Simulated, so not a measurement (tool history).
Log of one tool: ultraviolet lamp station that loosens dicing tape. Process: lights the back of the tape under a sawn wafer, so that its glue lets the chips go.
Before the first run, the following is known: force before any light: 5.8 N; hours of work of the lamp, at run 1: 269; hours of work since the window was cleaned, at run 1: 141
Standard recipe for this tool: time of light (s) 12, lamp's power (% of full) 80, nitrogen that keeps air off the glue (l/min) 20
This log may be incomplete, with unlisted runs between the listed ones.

run,hour,time of light (s),lamp's power (% of full),nitrogen that keeps air off the glue (l/min),hours of work of the lamp,hours of work since the window was cleaned,force that peels the tape off (N),light that reached the tape (mJ/cm²)
1,0.0,12,80,20,269,141,0.789,478
2,48.5,12,80,25,291,163,0.716,474
3,101.2,23,80,25,314,187,0.283,888
4,144.5,23,72,25,334,206,0.317,785
5,169.0,7,80,20,345,217,1.844,268
6,218.1,7,80,20,367,239,1.895,262
7,269.4,7,80,20,390,262,1.834,256
8,301.7,12,80,20,405,277,0.956,433
9,344.3,12,80,20,424,296,0.958,436
10,383.0,12,80,20,441,313,0.967,425
11,415.0,12,80,20,455,328,1.021,418
# hour 438.0: window cleaned of glue's vapour
12,462.9,12,80,20,477,11,0.783,480
13,508.2,12,80,20,497,32,0.833,469
14,547.4,7,80,20,515,49,1.720,275
15,574.1,18,80,20,527,61,0.440,689
16,626.2,12,71,20,550,85,1.046,403
17,666.9,12,63,20,568,103,1.287,353
18,698.3,12,63,20,582,117,1.289,353
19,742.6,16,80,20,602,137,0.569,582
20,769.2,16,80,20,614,149,0.594,582
21,822.2,16,80,20,638,173,0.614,565
22,863.5,7,73,38,657,191,1.659,228
23,885.2,7,73,38,666,201,1.671,227
24,920.4,12,72,20,682,217,1.208,377
25,946.8,12,72,20,694,229,1.246,371
26,972.4,15,72,9,706,240,1.414,457
27,1026.0,8,80,8,730,264,2.505,267
28,1065.4,12,80,14,747,282,1.349,398
29,1109.6,12,80,14,767,302,1.321,393
30,1156.3,16,79,37,788,323,0.533,510
31,1189.2,16,79,37,803,338,0.518,497
# hour 1193.5: window cleaned of glue's vapour
32,1223.3,11,80,20,818,13,1.057,390
33,1264.0,11,80,20,836,32,1.103,391
34,1302.9,12,63,11,854,49,1.894,333
35,1355.8,12,63,11,878,73,1.909,325
36,1404.5,12,63,28,900,95,1.199,321
37,1438.7,12,63,28,915,110,1.235,313
38,1481.8,12,63,28,934,130,1.279,308
39,1533.6,16,63,28,958,153,0.869,415
40,1577.1,13,91,12,977,172,1.143,475
41,1614.1,13,91,12,994,189,1.137,472
42,1645.0,13,91,12,1008,203,1.147,458

For each entry between runs, how does the tool's hidden state at the last listed run before it compare with that at the first listed run after it?
Logged between run 11 and run 12: window cleaned of glue's vapour (hour 438.0)
  lamp's light, % of a new lamp's: 88.4 -> 87.9; light that the window lets through, % of a clean one's: 86.7 -> 99.2
  measured value less the no-hidden-state value, force that peels the tape off (N): +0.360 -> +0.159; light that reached the tape (mJ/cm²): -128 -> -70
Logged between run 31 and run 32: window cleaned of glue's vapour (hour 1193.5)
  lamp's light, % of a new lamp's: 79.4 -> 79; light that the window lets through, % of a clean one's: 87.2 -> 99
  measured value less the no-hidden-state value, force that peels the tape off (N): +0.215 -> +0.340; light that reached the tape (mJ/cm²): -222 -> -108

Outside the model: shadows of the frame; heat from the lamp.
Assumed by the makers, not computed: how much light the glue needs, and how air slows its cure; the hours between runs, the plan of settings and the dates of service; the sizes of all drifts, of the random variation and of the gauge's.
